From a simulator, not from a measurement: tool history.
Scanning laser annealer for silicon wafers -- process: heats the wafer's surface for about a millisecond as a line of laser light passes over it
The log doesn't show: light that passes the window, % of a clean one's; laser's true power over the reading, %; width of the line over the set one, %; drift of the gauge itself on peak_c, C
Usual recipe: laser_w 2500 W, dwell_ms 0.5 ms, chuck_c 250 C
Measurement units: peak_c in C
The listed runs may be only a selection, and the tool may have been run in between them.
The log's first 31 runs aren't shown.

| run | day | laser_w | dwell_ms | chuck_c | hours of work since the window was cleaned | hours of work since the power meter was calibrated | hours of work since the optics were aligned | peak_c |
|---|---|---|---|---|---|---|---|---|
| 32 | 10.612 | 2337 | 0.496 | 215 | 254 | 14 | 182 | 940 |
| 33 | 11.033 | 2337 | 0.496 | 215 | 259 | 19 | 187 | 940 |
| 34 | 11.475 | 2623 | 0.584 | 250 | 264 | 25 | 193 | 1146 |
| 35 | 11.779 | 2500 | 0.36 | 275 | 268 | 29 | 196 | 924 |
| 36 | 12.117 | 2500 | 0.5 | 246 | 272 | 33 | 200 | 1024 |
| 37 | 12.442 | 2396 | 0.414 | 228 | 276 | 37 | 204 | 899 |
| 38 | 12.675 | 2277 | 0.391 | 210 | 279 | 40 | 207 | 826 |
| 39 | 12.983 | 2293 | 0.355 | 250 | 283 | 43 | 211 | 840 |
| 40 | 13.225 | 2277 | 0.5 | 225 | 286 | 46 | 214 | 932 |

What if the next run were any one of these 3? Each begins from the tool's condition after run 40:
| A | 13.629 | 2500 | 0.5 | 285 | 291 | 51 | 219 | ? |
| B | 13.629 | 2722 | 0.5 | 225 | 291 | 51 | 219 | ? |
| C | 13.629 | 2442 | 0.396 | 225 | 291 | 51 | 219 | ? |

| run | peak_c |
|---|---|
| A | 1067 |
| B | 1073 |
| C | 892 |
Had the tool no hidden state, the same runs would have come out as:
| run | peak_c |
|---|---|
| A | 1084 |
| B | 1092 |
| C | 907 |
